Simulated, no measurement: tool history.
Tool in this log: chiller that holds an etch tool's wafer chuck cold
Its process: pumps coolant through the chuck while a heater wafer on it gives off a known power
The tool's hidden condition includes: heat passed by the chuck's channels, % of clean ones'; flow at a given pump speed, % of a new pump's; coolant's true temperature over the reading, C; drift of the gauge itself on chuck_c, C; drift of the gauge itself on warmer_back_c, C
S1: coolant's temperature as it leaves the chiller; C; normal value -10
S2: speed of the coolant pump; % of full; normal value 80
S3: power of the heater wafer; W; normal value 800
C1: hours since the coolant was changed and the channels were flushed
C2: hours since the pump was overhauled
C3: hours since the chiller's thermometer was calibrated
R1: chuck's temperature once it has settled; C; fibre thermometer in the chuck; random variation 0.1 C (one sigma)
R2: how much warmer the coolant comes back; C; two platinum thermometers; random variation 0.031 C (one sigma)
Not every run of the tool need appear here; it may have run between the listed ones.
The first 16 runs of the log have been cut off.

| run | day | S1 | S2 | S3 | C1 | C2 | C3 | R1 | R2 |
|---|---|---|---|---|---|---|---|---|---|
| 17 | 23.108 | -10 | 91 | 800 | 381 | 1408 | 791 | -4.1 | 2.17 |
| 18 | 24.683 | -7 | 75 | 513 | 419 | 1446 | 829 | -2.4 | 1.72 |
| 19 | 25.575 | -7 | 75 | 513 | 441 | 1467 | 851 | -2.4 | 1.69 |
|  | 25.771 | chiller's thermometer calibrated |
| 20 | 27.129 | -1 | 75 | 513 | 477 | 1503 | 33 | 3.7 | 1.71 |
| 21 | 28.058 | -19 | 99 | 965 | 499 | 1526 | 55 | -12.2 | 2.38 |
| 22 | 29.65 | -5 | 62 | 748 | 537 | 1564 | 93 | 2.9 | 3.1 |
| 23 | 30.546 | -6 | 80 | 800 | 559 | 1585 | 115 | 0.9 | 2.55 |
| 24 | 32.067 | -2 | 95 | 748 | 595 | 1622 | 151 | 3.6 | 1.87 |
| 25 | 33.033 | -4 | 93 | 691 | 619 | 1645 | 174 | 1.4 | 1.84 |
| 26 | 33.788 | -4 | 93 | 691 | 637 | 1663 | 192 | 1.1 | 1.85 |
| 27 | 35.388 | -19 | 99 | 1054 | 675 | 1702 | 231 | -11.5 | 2.68 |
|  | 35.562 | chiller's thermometer calibrated, once more |
| 28 | 37 | -19 | 99 | 1054 | 713 | 1739 | 34 | -11.7 | 2.66 |
| 29 | 38.567 | -19 | 79 | 672 | 750 | 1777 | 72 | -13.5 | 2.12 |
| 30 | 39.617 | -15 | 69 | 672 | 776 | 1802 | 97 | -8.4 | 2.5 |
| 31 | 40.571 | -15 | 69 | 672 | 799 | 1825 | 120 | -8.7 | 2.53 |

Each row is a separate what-if for the run after 31, all from the same tool condition, not one after another. Results?
| A | 41.629 | -14 | 63 | 834 | 824 | 1850 | 146 | ? | ? |
| B | 41.629 | -10 | 66 | 673 | 824 | 1850 | 146 | ? | ? |
| C | 41.629 | -13 | 77 | 800 | 824 | 1850 | 146 | ? | ? |
| D | 41.629 | -9 | 69 | 672 | 824 | 1850 | 146 | ? | ? |
| E | 41.629 | -9 | 67 | 448 | 824 | 1850 | 146 | ? | ? |

| run | R1 | R2 |
|---|---|---|
| A | -5.4 | 3.45 |
| B | -3.4 | 2.62 |
| C | -6 | 2.71 |
| D | -2.5 | 2.52 |
| E | -4.7 | 1.73 |
Had the tool no hidden state, the same runs would have come out as:
| run | R1 | R2 |
|---|---|---|
| A | -6.1 | 3.23 |
| B | -3.9 | 2.45 |
| C | -6.6 | 2.54 |
| D | -3 | 2.36 |
| E | -5.1 | 1.62 |

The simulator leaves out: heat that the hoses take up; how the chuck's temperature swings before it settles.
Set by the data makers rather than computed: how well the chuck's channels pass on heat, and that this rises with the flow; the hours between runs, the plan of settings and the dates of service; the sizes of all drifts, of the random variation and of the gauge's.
